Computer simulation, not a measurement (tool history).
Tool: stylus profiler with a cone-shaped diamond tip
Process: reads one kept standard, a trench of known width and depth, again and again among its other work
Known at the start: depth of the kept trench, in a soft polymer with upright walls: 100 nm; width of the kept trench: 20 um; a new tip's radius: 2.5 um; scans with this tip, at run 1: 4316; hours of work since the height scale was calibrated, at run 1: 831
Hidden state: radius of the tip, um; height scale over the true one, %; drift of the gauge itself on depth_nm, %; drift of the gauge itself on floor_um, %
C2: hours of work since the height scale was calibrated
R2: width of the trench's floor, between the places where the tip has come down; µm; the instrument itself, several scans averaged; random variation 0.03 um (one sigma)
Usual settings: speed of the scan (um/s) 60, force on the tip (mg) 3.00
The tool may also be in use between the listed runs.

Run 1, hour 0.0: usual settings; scans with this tip 4316; C2 831. Result: depth of the trench (nm) 100.60, R2 18.30 µm.
Run 2, hour 51.6: usual settings; scans with this tip 4494; C2 865. Result: depth of the trench (nm) 100.58, R2 18.35 µm.
Run 3, hour 127.3: usual settings; scans with this tip 4755; C2 915. Result: depth of the trench (nm) 100.59, R2 18.27 µm.
Run 4, hour 192.4: usual settings; scans with this tip 4980; C2 958. Result: depth of the trench (nm) 100.61, R2 18.28 µm.
Run 5, hour 244.1: usual settings but speed of the scan (um/s) 22; scans with this tip 5158; C2 993. Result: depth of the trench (nm) 100.53, R2 18.39 µm.
Run 6, hour 293.4: usual settings but speed of the scan (um/s) 15; scans with this tip 5329; C2 1026. Result: depth of the trench (nm) 100.60, R2 18.32 µm.
Run 7, hour 345.1: usual settings but force on the tip (mg) 2.22; scans with this tip 5507; C2 1060. Result: depth of the trench (nm) 100.47, R2 18.23 µm.
Run 8, hour 394.3: usual settings but force on the tip (mg) 2.22; scans with this tip 5677; C2 1093. Result: depth of the trench (nm) 100.30, R2 18.26 µm.
Run 9, hour 427.2: usual settings but force on the tip (mg) 2.22; scans with this tip 5791; C2 1114. Result: depth of the trench (nm) 100.39, R2 18.30 µm.
Run 10, hour 487.9: usual settings but force on the tip (mg) 4.13; scans with this tip 6000; C2 1155. Result: depth of the trench (nm) 100.69, R2 18.26 µm.
Run 11, hour 557.8: usual settings but force on the tip (mg) 4.13; scans with this tip 6242; C2 1201. Result: depth of the trench (nm) 100.74, R2 18.29 µm.
Run 12, hour 592.7: usual settings but force on the tip (mg) 4.13; scans with this tip 6362; C2 1224. Result: depth of the trench (nm) 100.87, R2 18.25 µm.
Run 13, hour 664.2: usual settings but speed of the scan (um/s) 112; scans with this tip 6609; C2 1272. Result: depth of the trench (nm) 100.65, R2 18.10 µm.
Run 14, hour 711.0: usual settings but speed of the scan (um/s) 112; scans with this tip 6771; C2 1303. Result: depth of the trench (nm) 100.61, R2 18.13 µm.
Run 15, hour 766.8: usual settings but speed of the scan (um/s) 23; scans with this tip 6964; C2 1340. Result: depth of the trench (nm) 100.60, R2 18.31 µm.
Run 16, hour 823.1: usual settings but speed of the scan (um/s) 23; scans with this tip 7158; C2 1378. Result: depth of the trench (nm) 100.48, R2 18.29 µm.
Run 17, hour 892.6: usual settings but speed of the scan (um/s) 23; scans with this tip 7398; C2 1424. Result: depth of the trench (nm) 100.48, R2 18.21 µm.
Run 18, hour 925.4: usual settings but speed of the scan (um/s) 23; scans with this tip 7511; C2 1446. Result: depth of the trench (nm) 100.40, R2 18.21 µm.
Run 19, hour 958.7: usual settings but speed of the scan (um/s) 23; scans with this tip 7626; C2 1468. Result: depth of the trench (nm) 100.51, R2 18.22 µm.
Run 20, hour 990.0: usual settings; scans with this tip 7734; C2 1489. Result: depth of the trench (nm) 100.45, R2 18.21 µm.
Run 21, hour 1023.4: usual settings; scans with this tip 7850; C2 1511. Result: depth of the trench (nm) 100.60, R2 18.17 µm.
Run 22, hour 1086.1: usual settings; scans with this tip 8066; C2 1552. Result: depth of the trench (nm) 100.32, R2 18.18 µm.
Run 23, hour 1156.8: usual settings; scans with this tip 8311; C2 1599. Result: depth of the trench (nm) 100.45, R2 18.12 µm.
Run 24, hour 1232.6: usual settings; scans with this tip 8572; C2 1650. Result: depth of the trench (nm) 100.52, R2 18.18 µm.
Run 25, hour 1286.8: usual settings; scans with this tip 8760; C2 1686. Result: depth of the trench (nm) 100.37, R2 18.12 µm.
Run 26, hour 1321.6: usual settings but speed of the scan (um/s) 139, force on the tip (mg) 8.32; scans with this tip 8879; C2 1709. Result: depth of the trench (nm) 101.17, R2 18.12 µm.
Run 27, hour 1385.9: usual settings but speed of the scan (um/s) 139, force on the tip (mg) 8.32; scans with this tip 9102; C2 1752. Result: depth of the trench (nm) 101.37, R2 18.10 µm.
Run 28, hour 1436.6: usual settings but speed of the scan (um/s) 51, force on the tip (mg) 1.05; scans with this tip 9277; C2 1785. Result: depth of the trench (nm) 99.98, R2 18.12 µm.
Run 29, hour 1512.8: usual settings but speed of the scan (um/s) 122, force on the tip (mg) 8.94; scans with this tip 9540; C2 1836. Result: depth of the trench (nm) 101.38, R2 18.06 µm.
Run 30, hour 1550.1: usual settings but speed of the scan (um/s) 122, force on the tip (mg) 8.94; scans with this tip 9669; C2 1861. Result: depth of the trench (nm) 101.27, R2 18.08 µm.

Forecast run 31:
Run 31, hour 1607.4: usual settings but speed of the scan (um/s) 175, force on the tip (mg) 6.36; scans with this tip 9866; C2 1899. Result: depth of the trench (nm) ?, R2 ?.

{"run 31": {"depth of the trench (nm)": 100.99, "R2": 18.01}}
Without the tool's hidden state the same run would have given depth of the trench (nm) 101.43, R2 18.41 µm.

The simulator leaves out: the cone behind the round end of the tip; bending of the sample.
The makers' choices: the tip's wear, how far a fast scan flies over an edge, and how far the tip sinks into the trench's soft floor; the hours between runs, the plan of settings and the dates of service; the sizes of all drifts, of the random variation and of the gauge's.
